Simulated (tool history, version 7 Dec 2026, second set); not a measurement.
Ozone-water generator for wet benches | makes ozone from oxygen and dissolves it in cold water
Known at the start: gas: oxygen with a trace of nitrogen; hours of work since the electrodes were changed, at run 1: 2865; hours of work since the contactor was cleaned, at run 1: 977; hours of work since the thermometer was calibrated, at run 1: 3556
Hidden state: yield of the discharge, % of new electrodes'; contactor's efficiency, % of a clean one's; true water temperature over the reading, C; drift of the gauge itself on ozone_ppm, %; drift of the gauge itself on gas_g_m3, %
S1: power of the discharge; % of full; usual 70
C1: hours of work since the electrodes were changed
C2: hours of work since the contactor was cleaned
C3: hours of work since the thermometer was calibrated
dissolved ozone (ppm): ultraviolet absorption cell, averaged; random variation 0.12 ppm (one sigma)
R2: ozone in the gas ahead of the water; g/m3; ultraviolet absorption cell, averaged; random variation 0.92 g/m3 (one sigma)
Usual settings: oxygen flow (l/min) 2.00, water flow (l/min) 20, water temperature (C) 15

Run 1, hour 0.0: usual settings; C1 2865; C2 977; C3 3556. Result: dissolved ozone (ppm) 7.9, R2 131.6 g/m3.
Run 2, hour 72.9: usual settings; C1 2920; C2 1031; C3 3610. Result: dissolved ozone (ppm) 8.0, R2 132.6 g/m3.
Run 3, hour 184.7: usual settings but S1 50 % of full; C1 3003; C2 1114; C3 3694. Result: dissolved ozone (ppm) 6.1, R2 102.3 g/m3.
Run 4, hour 241.3: usual settings; C1 3045; C2 1157; C3 3736. Result: dissolved ozone (ppm) 7.7, R2 131.5 g/m3.
Run 5, hour 306.6: usual settings; C1 3094; C2 1205; C3 3784. Result: dissolved ozone (ppm) 7.9, R2 129.6 g/m3.
Run 6, hour 409.8: usual settings but water temperature (C) 7; C1 3171; C2 1282; C3 3861. Result: dissolved ozone (ppm) 8.2, R2 129.2 g/m3.
Run 7, hour 513.5: usual settings; C1 3248; C2 1359; C3 3939. Result: dissolved ozone (ppm) 7.6, R2 127.6 g/m3.
Run 8, hour 599.6: usual settings; C1 3312; C2 1424; C3 4003. Result: dissolved ozone (ppm) 7.7, R2 128.2 g/m3.
Run 9, hour 650.1: usual settings; C1 3350; C2 1461; C3 4040. Result: dissolved ozone (ppm) 7.7, R2 128.1 g/m3.
Run 10, hour 749.9: usual settings; C1 3424; C2 1536; C3 4115. Result: dissolved ozone (ppm) 7.7, R2 127.8 g/m3.
Run 11, hour 823.1: usual settings; C1 3479; C2 1590; C3 4169. Result: dissolved ozone (ppm) 7.6, R2 126.2 g/m3.
Run 12, hour 905.0: usual settings; C1 3540; C2 1651; C3 4230. Result: dissolved ozone (ppm) 7.7, R2 127.5 g/m3.
Run 13, hour 962.8: usual settings; C1 3583; C2 1694; C3 4274. Result: dissolved ozone (ppm) 7.3, R2 127.3 g/m3.
Run 14, hour 1032.6: usual settings; C1 3635; C2 1746; C3 4325. Result: dissolved ozone (ppm) 7.5, R2 126.1 g/m3.
Run 15, hour 1118.0: usual settings; C1 3699; C2 1810; C3 4389. Result: dissolved ozone (ppm) 7.5, R2 125.6 g/m3.
At hour 1192.5: contactor cleaned.
Run 16, hour 1193.3: usual settings but water flow (l/min) 25; C1 3752; C2 1; C3 4442. Result: dissolved ozone (ppm) 6.3, R2 124.5 g/m3.
Run 17, hour 1287.9: usual settings; C1 3822; C2 71; C3 4513. Result: dissolved ozone (ppm) 7.6, R2 125.1 g/m3.
Run 18, hour 1366.6: usual settings but S1 99 % of full, water flow (l/min) 32; C1 3881; C2 130; C3 4571. Result: dissolved ozone (ppm) 6.2, R2 156.9 g/m3.
Run 19, hour 1471.8: usual settings but S1 99 % of full, water flow (l/min) 32; C1 3959; C2 208; C3 4650. Result: dissolved ozone (ppm) 6.1, R2 157.6 g/m3.
Run 20, hour 1559.8: usual settings but oxygen flow (l/min) 3.22, water flow (l/min) 14, water temperature (C) 8; C1 4025; C2 274; C3 4715. Result: dissolved ozone (ppm) 11.2, R2 90.1 g/m3.
Run 21, hour 1640.6: usual settings but oxygen flow (l/min) 3.22, water flow (l/min) 14, water temperature (C) 8; C1 4085; C2 334; C3 4776. Result: dissolved ozone (ppm) 11.2, R2 91.2 g/m3.
Run 22, hour 1738.6: usual settings but oxygen flow (l/min) 3.22, water flow (l/min) 14, water temperature (C) 8; C1 4158; C2 407; C3 4849. Result: dissolved ozone (ppm) 11.1, R2 91.0 g/m3.
Run 23, hour 1833.9: usual settings but S1 55 % of full, oxygen flow (l/min) 3.22, water flow (l/min) 29, water temperature (C) 8; C1 4229; C2 478; C3 4920. Result: dissolved ozone (ppm) 5.0, R2 75.5 g/m3.
At hour 1843.0: water thermometer calibrated.
Run 24, hour 1929.7: usual settings but S1 94 % of full, oxygen flow (l/min) 1.30, water temperature (C) 19; C1 4300; C2 549; C3 65. Result: dissolved ozone (ppm) 8.2, R2 194.3 g/m3.
Run 25, hour 1990.5: usual settings but water temperature (C) 14; C1 4346; C2 594; C3 110. Result: dissolved ozone (ppm) 7.3, R2 120.8 g/m3.
Run 26, hour 2067.6: usual settings but water temperature (C) 14; C1 4403; C2 652; C3 167. Result: dissolved ozone (ppm) 7.1, R2 120.1 g/m3.
Run 27, hour 2131.3: usual settings but S1 59 % of full, water flow (l/min) 17, water temperature (C) 18; C1 4450; C2 699; C3 215. Result: dissolved ozone (ppm) 7.0, R2 106.2 g/m3.
At hour 2170.1: water thermometer calibrated, once more.
Run 28, hour 2233.7: usual settings but oxygen flow (l/min) 1.99; C1 4526; C2 775; C3 47. Result: dissolved ozone (ppm) 7.1, R2 118.6 g/m3.
Run 29, hour 2347.2: usual settings but S1 71 % of full, oxygen flow (l/min) 1.01, water temperature (C) 23; C1 4611; C2 860; C3 132. Result: dissolved ozone (ppm) 6.0, R2 182.6 g/m3.
Run 30, hour 2403.7: usual settings but S1 71 % of full, oxygen flow (l/min) 1.01, water temperature (C) 20; C1 4653; C2 902; C3 174. Result: dissolved ozone (ppm) 6.2, R2 182.6 g/m3.
Run 31, hour 2513.9: usual settings but S1 42 % of full, oxygen flow (l/min) 2.63, water flow (l/min) 19, water temperature (C) 10; C1 4735; C2 984; C3 256. Result: dissolved ozone (ppm) 5.5, R2 69.0 g/m3.
Run 32, hour 2626.7: usual settings but water temperature (C) 8; C1 4819; C2 1068; C3 340. Result: dissolved ozone (ppm) 7.4, R2 115.5 g/m3.
Run 33, hour 2684.1: usual settings but oxygen flow (l/min) 2.63, water flow (l/min) 19, water temperature (C) 12; C1 4862; C2 1111; C3 383. Result: dissolved ozone (ppm) 7.5, R2 96.6 g/m3.
Run 34, hour 2771.0: usual settings but S1 82 % of full, water flow (l/min) 23, water temperature (C) 17; C1 4927; C2 1176; C3 448. Result: dissolved ozone (ppm) 6.6, R2 129.1 g/m3.

The same runs without the tool's hidden state, with the same run-to-run variation:
run  dissolved ozone (ppm)     R2
  1                    9.4  155.0
  2                    9.6  156.6
  3                    7.0  115.6
  4                    9.4  156.4
  5                    9.6  154.7
  6                   10.1  155.0
  7                    9.4  153.9
  8                    9.5  155.4
  9                    9.6  155.5
 10                    9.6  155.6
 11                    9.5  154.6
 12                    9.7  156.5
 13                    9.2  156.7
 14                    9.6  155.9
 15                    9.5  155.7
 16                    7.8  155.2
 17                    9.6  156.6
 18                    8.4  210.7
 19                    8.3  212.6
 20                   14.4  114.3
 21                   14.4  116.1
 22                   14.3  116.6
 23                    6.2   92.4
 24                   11.4  267.0
 25                    9.6  156.7
 26                    9.5  156.3
 27                    9.0  133.6
 28                    9.5  155.8
 29                    8.1  242.0
 30                    8.3  242.7
 31                    6.7   81.9
 32                   10.0  155.1
 33                   10.4  130.1
 34                    9.5  181.0
